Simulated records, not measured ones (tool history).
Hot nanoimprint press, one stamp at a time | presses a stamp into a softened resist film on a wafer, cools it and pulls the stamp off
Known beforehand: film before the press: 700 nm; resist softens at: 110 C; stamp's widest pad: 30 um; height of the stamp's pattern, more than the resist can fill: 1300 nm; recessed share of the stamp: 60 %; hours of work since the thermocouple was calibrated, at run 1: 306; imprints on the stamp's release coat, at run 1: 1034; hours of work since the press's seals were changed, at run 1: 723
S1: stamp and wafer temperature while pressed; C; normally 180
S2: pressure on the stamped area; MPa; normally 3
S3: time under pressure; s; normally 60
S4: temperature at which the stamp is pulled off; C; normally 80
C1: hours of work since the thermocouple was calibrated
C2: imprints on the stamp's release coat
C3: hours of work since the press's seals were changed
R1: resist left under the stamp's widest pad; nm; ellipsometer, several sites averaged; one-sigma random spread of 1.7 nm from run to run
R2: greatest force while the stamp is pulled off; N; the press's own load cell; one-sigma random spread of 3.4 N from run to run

run	day	S1	S2	S3	S4	C1	C2	C3	R1	R2
1	0	180	3	60	80	306	1034	723	299.4	243
# day 1.112: stamp cleaned and given a new release coat
# day 2.396: plate thermocouple calibrated
2	3.304	180	3	60	80	11	102	760	281.9	175
3	6.767	180	3	60	80	55	274	803	283	180
4	9.112	180	3	60	80	84	390	832	287.4	188
5	11.012	180	3	60	80	108	484	856	290.5	197
6	14.075	180	3	60	80	146	635	894	293.8	208
7	17.125	180	3	101	80	185	786	933	237.7	217
8	20.854	180	3	101	80	231	971	979	243.1	243
# day 23.35: stamp cleaned and given a new release coat
9	23.796	170	3	60	80	265	22	1013	479.5	170
# day 26.346: press's hydraulic seals changed and the load cell set to zero
10	27.742	170	3	60	80	310	201	18	466.8	184
# day 29.579: plate thermocouple calibrated
11	29.629	170	3	60	80	1	288	40	436.9	183
12	31.846	180	3	60	80	28	398	67	266.4	188
13	35.35	180	3	60	80	72	572	111	271	201
14	38.083	180	3	60	80	107	707	146	273.1	217
15	39.746	180	3	60	80	127	789	166	277.4	216
16	41.65	180	3	60	80	151	884	190	280.6	221
17	43.838	175	2.5	69	86	179	992	218	365.8	195
# day 45.979: stamp cleaned and given a new release coat
18	47.204	173	4.74	69	83	218	60	257	319.5	156
19	49.512	180	3	67	80	247	175	286	273	168
20	51.671	180	3	67	80	274	282	313	276.1	185
21	55.438	180	2.13	60	80	321	468	360	333.2	196
# day 56.383: plate thermocouple calibrated
22	57.967	180	4.36	60	86	20	587	390	233.3	165
23	59.504	180	4.36	60	86	39	663	409	234.7	164
24	62.458	183	4.36	81	86	76	809	446	176.8	180
25	65.071	183	4.36	81	86	109	939	479	179.5	193
26	67.725	183	4.36	81	86	142	1070	512	179.9	200
# day 68.25: stamp cleaned and given a new release coat
27	71.671	174	3	98	74	188	169	558	326.4	208
28	74.788	186	2.26	67	80	227	323	598	233	188
29	78.462	186	2.26	67	80	273	505	644	235.2	198

Each row is a separate what-if for the run after 29, all from the same tool condition, not one after another. Results?
A	81.688	186	2.26	46	80	314	665	684	?	?
B	81.688	168	3	60	80	314	665	684	?	?
C	81.688	186	2.15	116	86	314	665	684	?	?
D	81.688	172	2.14	67	74	314	665	684	?	?
E	81.688	186	2.26	67	70	314	665	684	?	?

run	R1	R2
A	275.7	208
B	509.6	207
C	191.6	183
D	468.8	254
E	237.9	276
Without the tool's unlogged condition, the same runs would have read:
run	R1	R2
A	249.7	157
B	472.6	156
C	172.2	137
D	433.6	193
E	214.5	211
